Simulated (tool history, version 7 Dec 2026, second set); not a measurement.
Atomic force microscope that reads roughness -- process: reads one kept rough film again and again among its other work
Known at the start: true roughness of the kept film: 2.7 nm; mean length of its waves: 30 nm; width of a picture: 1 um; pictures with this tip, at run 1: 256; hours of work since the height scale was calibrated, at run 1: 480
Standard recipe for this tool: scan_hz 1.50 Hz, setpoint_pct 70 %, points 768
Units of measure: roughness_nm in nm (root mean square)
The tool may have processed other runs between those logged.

| run | hour | scan_hz | setpoint_pct | points | pictures with this tip | hours of work since the height scale was calibrated | roughness_nm |
|---|---|---|---|---|---|---|---|
| 1 | 0.0 | 1.50 | 70 | 768 | 256 | 480 | 2.040 |
| 2 | 30.3 | 1.50 | 70 | 768 | 298 | 504 | 2.019 |
| 3 | 58.6 | 1.50 | 70 | 768 | 337 | 526 | 1.981 |
|  | 94.5 | new tip fitted |
| 4 | 94.5 | 1.50 | 70 | 768 | 0 | 553 | 2.338 |
| 5 | 120.4 | 1.50 | 70 | 768 | 36 | 573 | 2.314 |
| 6 | 158.4 | 1.50 | 70 | 768 | 88 | 603 | 2.252 |
| 7 | 209.0 | 1.50 | 70 | 768 | 158 | 642 | 2.178 |
| 8 | 242.1 | 1.10 | 55 | 782 | 204 | 668 | 2.281 |
| 9 | 300.9 | 1.10 | 55 | 782 | 285 | 714 | 2.205 |
| 10 | 338.4 | 1.50 | 82 | 768 | 337 | 743 | 1.892 |
|  | 373.0 | new tip fitted |
| 11 | 395.7 | 0.51 | 82 | 768 | 31 | 787 | 2.389 |

Here are 4 independent what-if runs from the current tool condition. What would each one return?
| A | 433.9 | 0.75 | 82 | 317 | 84 | 816 | ? |
| B | 433.9 | 2.68 | 71 | 564 | 84 | 816 | ? |
| C | 433.9 | 3.18 | 78 | 296 | 84 | 816 | ? |
| D | 433.9 | 1.90 | 57 | 332 | 84 | 816 | ? |

| run | roughness_nm |
|---|---|
| A | 2.247 |
| B | 2.115 |
| C | 1.902 |
| D | 2.317 |
Take away the tool's hidden state, keep each run's random variation, and the runs would have read:
| run | roughness_nm |
|---|---|
| A | 2.318 |
| B | 2.181 |
| C | 1.961 |
| D | 2.390 |

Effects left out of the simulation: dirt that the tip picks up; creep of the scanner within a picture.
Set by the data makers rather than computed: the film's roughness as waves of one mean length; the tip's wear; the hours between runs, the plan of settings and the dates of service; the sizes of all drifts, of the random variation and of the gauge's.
